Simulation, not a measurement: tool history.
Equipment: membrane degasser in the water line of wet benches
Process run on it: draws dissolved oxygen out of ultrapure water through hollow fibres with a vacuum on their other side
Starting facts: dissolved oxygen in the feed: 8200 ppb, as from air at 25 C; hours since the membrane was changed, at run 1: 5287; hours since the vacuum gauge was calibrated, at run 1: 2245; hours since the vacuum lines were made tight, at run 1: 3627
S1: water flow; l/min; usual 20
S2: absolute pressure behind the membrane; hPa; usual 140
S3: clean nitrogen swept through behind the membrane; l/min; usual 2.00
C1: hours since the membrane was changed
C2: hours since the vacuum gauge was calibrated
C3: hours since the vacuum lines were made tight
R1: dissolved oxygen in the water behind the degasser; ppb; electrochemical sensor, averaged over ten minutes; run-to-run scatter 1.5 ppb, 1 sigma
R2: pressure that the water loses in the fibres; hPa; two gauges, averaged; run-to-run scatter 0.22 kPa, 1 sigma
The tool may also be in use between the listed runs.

{"run": 1, "hour": 0.0, "S1": 20, "S2": 140, "S3": 2.0, "C1": 5287, "C2": 2245, "C3": 3627, "R1": 277.9, "R2": 572.5}
{"run": 2, "hour": 162.4, "S1": 14, "S2": 140, "S3": 2.0, "C1": 5449, "C2": 2407, "C3": 3789, "R1": 191.0, "R2": 401.4}
{"run": 3, "hour": 276.7, "S1": 25, "S2": 140, "S3": 2.0, "C1": 5563, "C2": 2522, "C3": 3903, "R1": 362.1, "R2": 722.3}
{"run": 4, "hour": 428.5, "S1": 20, "S2": 132, "S3": 2.0, "C1": 5715, "C2": 2673, "C3": 4055, "R1": 266.9, "R2": 581.3}
{"run": 5, "hour": 542.8, "S1": 20, "S2": 132, "S3": 2.0, "C1": 5830, "C2": 2788, "C3": 4169, "R1": 262.5, "R2": 580.6}
{"run": 6, "hour": 611.5, "S1": 20, "S2": 132, "S3": 2.0, "C1": 5898, "C2": 2856, "C3": 4238, "R1": 260.4, "R2": 576.2}
{"hour": 620.9, "done": "seals of the vacuum lines changed"}
{"run": 7, "hour": 717.0, "S1": 20, "S2": 132, "S3": 2.0, "C1": 6002, "C2": 2960, "C3": 96, "R1": 262.5, "R2": 576.2}
{"run": 8, "hour": 820.1, "S1": 20, "S2": 140, "S3": 2.0, "C1": 6105, "C2": 3063, "C3": 199, "R1": 281.9, "R2": 580.3}
{"run": 9, "hour": 923.6, "S1": 20, "S2": 140, "S3": 2.0, "C1": 6208, "C2": 3166, "C3": 303, "R1": 280.8, "R2": 580.9}
{"run": 10, "hour": 1054.8, "S1": 20, "S2": 140, "S3": 2.0, "C1": 6339, "C2": 3298, "C3": 434, "R1": 281.4, "R2": 578.9}
{"run": 11, "hour": 1217.9, "S1": 20, "S2": 140, "S3": 2.0, "C1": 6503, "C2": 3461, "C3": 597, "R1": 281.5, "R2": 584.4}
{"hour": 1274.4, "done": "vacuum gauge calibrated"}
{"run": 12, "hour": 1331.5, "S1": 20, "S2": 140, "S3": 2.0, "C1": 6616, "C2": 57, "C3": 710, "R1": 274.9, "R2": 585.5}
{"run": 13, "hour": 1466.5, "S1": 31, "S2": 140, "S3": 2.0, "C1": 6751, "C2": 192, "C3": 845, "R1": 472.6, "R2": 901.5}
{"run": 14, "hour": 1610.0, "S1": 20, "S2": 140, "S3": 2.0, "C1": 6894, "C2": 336, "C3": 989, "R1": 277.3, "R2": 586.2}
{"run": 15, "hour": 1712.0, "S1": 31, "S2": 104, "S3": 0.93, "C1": 6996, "C2": 438, "C3": 1091, "R1": 576.1, "R2": 903.1}
{"run": 16, "hour": 1852.5, "S1": 14, "S2": 270, "S3": 4.81, "C1": 7137, "C2": 578, "C3": 1231, "R1": 178.0, "R2": 412.4}
{"run": 17, "hour": 1962.3, "S1": 14, "S2": 132, "S3": 4.81, "C1": 7246, "C2": 688, "C3": 1341, "R1": 79.6, "R2": 410.7}
{"run": 18, "hour": 2079.2, "S1": 14, "S2": 132, "S3": 4.81, "C1": 7363, "C2": 805, "C3": 1458, "R1": 80.9, "R2": 411.2}
{"run": 19, "hour": 2184.0, "S1": 16, "S2": 246, "S3": 4.31, "C1": 7468, "C2": 910, "C3": 1563, "R1": 207.8, "R2": 472.6}
{"run": 20, "hour": 2314.7, "S1": 16, "S2": 246, "S3": 4.31, "C1": 7599, "C2": 1040, "C3": 1693, "R1": 206.5, "R2": 473.4}
{"run": 21, "hour": 2469.6, "S1": 18, "S2": 117, "S3": 2.68, "C1": 7754, "C2": 1195, "C3": 1848, "R1": 159.3, "R2": 530.9}
{"run": 22, "hour": 2583.8, "S1": 29, "S2": 304, "S3": 2.62, "C1": 7868, "C2": 1309, "C3": 1962, "R1": 742.5, "R2": 860.7}
{"run": 23, "hour": 2703.6, "S1": 26, "S2": 275, "S3": 1.73, "C1": 7988, "C2": 1429, "C3": 2082, "R1": 836.4, "R2": 774.4}
{"run": 24, "hour": 2830.8, "S1": 20, "S2": 140, "S3": 1.68, "C1": 8115, "C2": 1556, "C3": 2209, "R1": 326.4, "R2": 598.0}
{"run": 25, "hour": 2993.9, "S1": 20, "S2": 140, "S3": 1.68, "C1": 8278, "C2": 1720, "C3": 2372, "R1": 332.5, "R2": 599.8}
{"run": 26, "hour": 3132.7, "S1": 19, "S2": 167, "S3": 1.68, "C1": 8417, "C2": 1858, "C3": 2511, "R1": 378.2, "R2": 566.0}
{"run": 27, "hour": 3253.7, "S1": 22, "S2": 101, "S3": 3.72, "C1": 8538, "C2": 1979, "C3": 2632, "R1": 144.8, "R2": 658.1}

Branching from run 27: 4 alternative next runs. What would each branch give?
{"run": "A", "hour": 3355.0, "S1": 18, "S2": 257, "S3": 3.49, "C1": 8639, "C2": 2081, "C3": 2734, "R1": "?", "R2": "?"}
{"run": "B", "hour": 3355.0, "S1": 20, "S2": 204, "S3": 5.53, "C1": 8639, "C2": 2081, "C3": 2734, "R1": "?", "R2": "?"}
{"run": "C", "hour": 3355.0, "S1": 22, "S2": 162, "S3": 4.81, "C1": 8639, "C2": 2081, "C3": 2734, "R1": "?", "R2": "?"}
{"run": "D", "hour": 3355.0, "S1": 20, "S2": 101, "S3": 3.72, "C1": 8639, "C2": 2081, "C3": 2734, "R1": "?", "R2": "?"}

run=A R1=301.0 R2=540.9
run=B R1=185.2 R2=598.6
run=C R1=188.0 R2=659.6
run=D R1=126.4 R2=599.7
The same runs, with their run-to-run variation unchanged, on a tool lacking any hidden condition would have given:
run=A R1=285.4 R2=485.7
run=B R1=167.2 R2=537.4
run=C R1=165.3 R2=592.1
run=D R1=107.8 R2=538.7
